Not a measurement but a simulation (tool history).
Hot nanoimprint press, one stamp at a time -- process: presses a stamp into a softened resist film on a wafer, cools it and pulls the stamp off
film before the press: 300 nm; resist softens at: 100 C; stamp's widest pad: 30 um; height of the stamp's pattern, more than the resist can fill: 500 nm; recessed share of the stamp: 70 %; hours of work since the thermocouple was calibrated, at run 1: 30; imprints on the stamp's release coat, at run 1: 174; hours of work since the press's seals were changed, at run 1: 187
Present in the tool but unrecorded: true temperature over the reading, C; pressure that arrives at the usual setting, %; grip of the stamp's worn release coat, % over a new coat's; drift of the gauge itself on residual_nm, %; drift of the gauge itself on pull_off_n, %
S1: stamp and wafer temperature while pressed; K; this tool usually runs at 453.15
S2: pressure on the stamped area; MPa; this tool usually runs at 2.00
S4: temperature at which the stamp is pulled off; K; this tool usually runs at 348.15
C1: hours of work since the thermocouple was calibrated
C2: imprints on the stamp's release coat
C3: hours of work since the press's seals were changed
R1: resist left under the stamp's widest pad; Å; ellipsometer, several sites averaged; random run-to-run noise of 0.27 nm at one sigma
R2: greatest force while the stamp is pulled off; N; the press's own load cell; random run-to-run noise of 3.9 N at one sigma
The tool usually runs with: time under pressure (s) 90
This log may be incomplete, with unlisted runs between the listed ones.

run 1 day=0.000 | S1=453.15 S2=2.00 time_under_pressure_(s)=90 S4=348.15 | C1=30 C2=174 C3=187 | R1=1374 R2=194
run 2 day=0.412 | S1=453.15 S2=2.00 time_under_pressure_(s)=90 S4=348.15 | C1=34 C2=201 C3=192 | R1=1378 R2=190
run 3 day=0.800 | S1=453.15 S2=2.00 time_under_pressure_(s)=90 S4=338.15 | C1=38 C2=226 C3=196 | R1=1380 R2=246
run 4 day=1.288 | S1=453.15 S2=2.00 time_under_pressure_(s)=79 S4=338.15 | C1=44 C2=258 C3=202 | R1=1443 R2=243
run 5 day=1.567 | S1=453.15 S2=2.00 time_under_pressure_(s)=90 S4=348.15 | C1=47 C2=276 C3=205 | R1=1379 R2=189
run 6 day=1.946 | S1=453.15 S2=2.00 time_under_pressure_(s)=90 S4=346.15 | C1=51 C2=301 C3=209 | R1=1380 R2=190
run 7 day=2.333 | S1=453.15 S2=2.00 time_under_pressure_(s)=90 S4=342.15 | C1=55 C2=326 C3=213 | R1=1381 R2=218
run 8 day=2.696 | S1=453.15 S2=2.00 time_under_pressure_(s)=90 S4=342.15 | C1=59 C2=350 C3=217 | R1=1386 R2=219
run 9 day=3.062 | S1=453.15 S2=2.00 time_under_pressure_(s)=90 S4=339.15 | C1=63 C2=374 C3=221 | R1=1387 R2=246
run 10 day=3.329 | S1=453.15 S2=2.27 time_under_pressure_(s)=90 S4=348.15 | C1=66 C2=391 C3=224 | R1=1310 R2=194
run 11 day=3.683 | S1=453.15 S2=2.27 time_under_pressure_(s)=90 S4=348.15 | C1=70 C2=414 C3=228 | R1=1315 R2=194
run 12 day=4.025 | S1=453.15 S2=2.00 time_under_pressure_(s)=90 S4=348.15 | C1=74 C2=436 C3=232 | R1=1383 R2=185
run 13 day=4.333 | S1=453.15 S2=2.00 time_under_pressure_(s)=90 S4=348.15 | C1=77 C2=456 C3=235 | R1=1380 R2=186
run 14 day=4.879 | S1=453.15 S2=2.00 time_under_pressure_(s)=62 S4=348.15 | C1=83 C2=492 C3=241 | R1=1593 R2=190
run 15 day=5.154 | S1=453.15 S2=2.00 time_under_pressure_(s)=62 S4=349.15 | C1=87 C2=510 C3=244 | R1=1594 R2=181
run 16 day=5.696 | S1=444.15 S2=2.00 time_under_pressure_(s)=90 S4=344.15 | C1=92 C2=545 C3=250 | R1=1834 R2=207
run 17 day=6.229 | S1=460.15 S2=1.42 time_under_pressure_(s)=90 S4=354.15 | C1=98 C2=580 C3=256 | R1=1298 R2=158
run 18 day=6.542 | S1=453.15 S2=2.75 time_under_pressure_(s)=108 S4=348.15 | C1=102 C2=601 C3=260 | R1=1127 R2=185
run 19 day=6.808 | S1=458.15 S2=2.00 time_under_pressure_(s)=90 S4=351.15 | C1=105 C2=618 C3=263 | R1=1188 R2=177
run 20 day=7.138 | S1=458.15 S2=1.32 time_under_pressure_(s)=90 S4=351.15 | C1=108 C2=639 C3=266 | R1=1431 R2=172
run 21 day=7.375 | S1=455.15 S2=2.69 time_under_pressure_(s)=65 S4=348.15 | C1=111 C2=655 C3=269 | R1=1301 R2=189
run 22 day=7.788 | S1=455.15 S2=2.69 time_under_pressure_(s)=65 S4=348.15 | C1=116 C2=682 C3=273 | R1=1308 R2=191
run 23 day=8.342 | S1=452.15 S2=1.93 time_under_pressure_(s)=60 S4=334.15 | C1=122 C2=718 C3=280 | R1=1685 R2=264
run 24 day=8.788 | S1=456.15 S2=1.93 time_under_pressure_(s)=77 S4=334.15 | C1=127 C2=747 C3=285 | R1=1375 R2=272
run 25 day=9.262 | S1=456.15 S2=1.93 time_under_pressure_(s)=77 S4=334.15 | C1=132 C2=778 C3=290 | R1=1374 R2=266
run 26 day=9.588 | S1=452.15 S2=1.93 time_under_pressure_(s)=77 S4=345.15 | C1=135 C2=799 C3=293 | R1=1552 R2=206
run 27 day=9.912 | S1=456.15 S2=2.00 time_under_pressure_(s)=90 S4=354.15 | C1=139 C2=820 C3=297 | R1=1273 R2=163
run 28 day=10.296 | S1=456.15 S2=2.00 time_under_pressure_(s)=90 S4=354.15 | C1=143 C2=845 C3=301 | R1=1274 R2=159
run 29 day=10.742 | S1=453.15 S2=2.00 time_under_pressure_(s)=109 S4=349.15 | C1=148 C2=874 C3=306 | R1=1300 R2=182
run 30 day=11.150 | S1=465.15 S2=2.00 time_under_pressure_(s)=90 S4=342.15 | C1=153 C2=901 C3=311 | R1=966 R2=218

Measured result minus the same run's result without the hidden state. Both carry the same run-to-run variation, though not necessarily the same gauge scatter:
run=1 R1=+0
run=2 R1=+2
run=3 R1=+2
run=4 R1=+4
run=5 R1=+4
run=6 R1=+5
run=7 R1=+6
run=8 R1=+7
run=9 R1=+8
run=10 R1=+8
run=11 R1=+9
run=12 R1=+9
run=13 R1=+10
run=14 R1=+14
run=15 R1=+14
run=16 R1=+18
run=17 R1=+14
run=18 R1=+13
run=19 R1=+14
run=20 R1=+17
run=21 R1=+17
run=22 R1=+17
run=23 R1=+24
run=24 R1=+21
run=25 R1=+22
run=26 R1=+26
run=27 R1=+21
run=28 R1=+22
run=29 R1=+24
run=30 R1=+18
R2: at most 2 N away from the measurement, every run.
